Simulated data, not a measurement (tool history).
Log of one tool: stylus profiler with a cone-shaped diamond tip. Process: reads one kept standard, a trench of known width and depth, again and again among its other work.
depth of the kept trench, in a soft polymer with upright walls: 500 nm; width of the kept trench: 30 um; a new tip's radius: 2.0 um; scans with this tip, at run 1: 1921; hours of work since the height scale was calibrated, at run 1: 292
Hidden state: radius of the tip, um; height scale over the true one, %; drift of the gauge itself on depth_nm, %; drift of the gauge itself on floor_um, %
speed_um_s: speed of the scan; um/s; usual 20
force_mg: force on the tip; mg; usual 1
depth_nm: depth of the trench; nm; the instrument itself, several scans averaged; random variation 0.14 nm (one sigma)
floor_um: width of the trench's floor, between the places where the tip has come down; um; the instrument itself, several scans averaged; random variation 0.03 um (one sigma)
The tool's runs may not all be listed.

run,hour,speed_um_s,force_mg,scans with this tip,hours of work since the height scale was calibrated,depth_nm,floor_um
1,0,20,1,1921,292,501.74,26.99
2,18.5,20,1,2010,306,501.44,27
3,29.1,20,1,2061,313,501.23,27.01
4,46.5,20,1.46,2146,326,501.98,27.05
5,58.6,20,0.51,2204,335,500.31,26.93
6,71.3,20,0.57,2266,344,500.73,26.94
7,91,20,2.87,2361,359,503.24,27.09
8,110.2,11,1,2454,373,501.4,27.05
9,124,20,1,2521,383,500.98,26.91
# hour 125.8: height scale calibrated on a step standard
10,137,20,1,2581,8,500.62,26.95
11,152.3,20,1,2655,20,500.5,26.99
12,169.3,57,0.35,2737,32,499.57,26.18
13,183.8,10,0.63,2807,43,500.02,27
14,196.2,22,0.46,2867,52,499.65,26.81
# hour 202.2: height scale calibrated on a step standard, once more
15,215.9,22,0.46,2960,10,501.27,26.81
16,231.8,47,1.76,3037,22,503.15,26.78
17,248.3,22,0.49,3117,34,501.12,26.81
18,267.6,8,1.23,3211,48,502.15,27
19,280.2,8,1.4,3271,57,502.33,27
20,295.7,38,1.99,3346,69,503.07,26.85
21,307.8,32,0.52,3405,78,501.14,26.62

Hidden state at the last listed run before each entry between runs and at the first one after, where it differs:
Between runs 9 and 10: height scale calibrated on a step standard (hour 125.8)
  height scale over the true one, %: -0.169 -> -0.278
  measured less the result without the state, depth_nm: -0.85 -> -1.39 nm; floor_um: -0.21 -> -0.21 um
Between runs 14 and 15: height scale calibrated on a step standard, once more (hour 202.2)
  radius of the tip, um: 2.33 -> 2.34; height scale over the true one, %: -0.296 -> 0
  measured less the result without the state, depth_nm: -1.48 -> +0 nm; floor_um: -0.24 -> -0.25 um
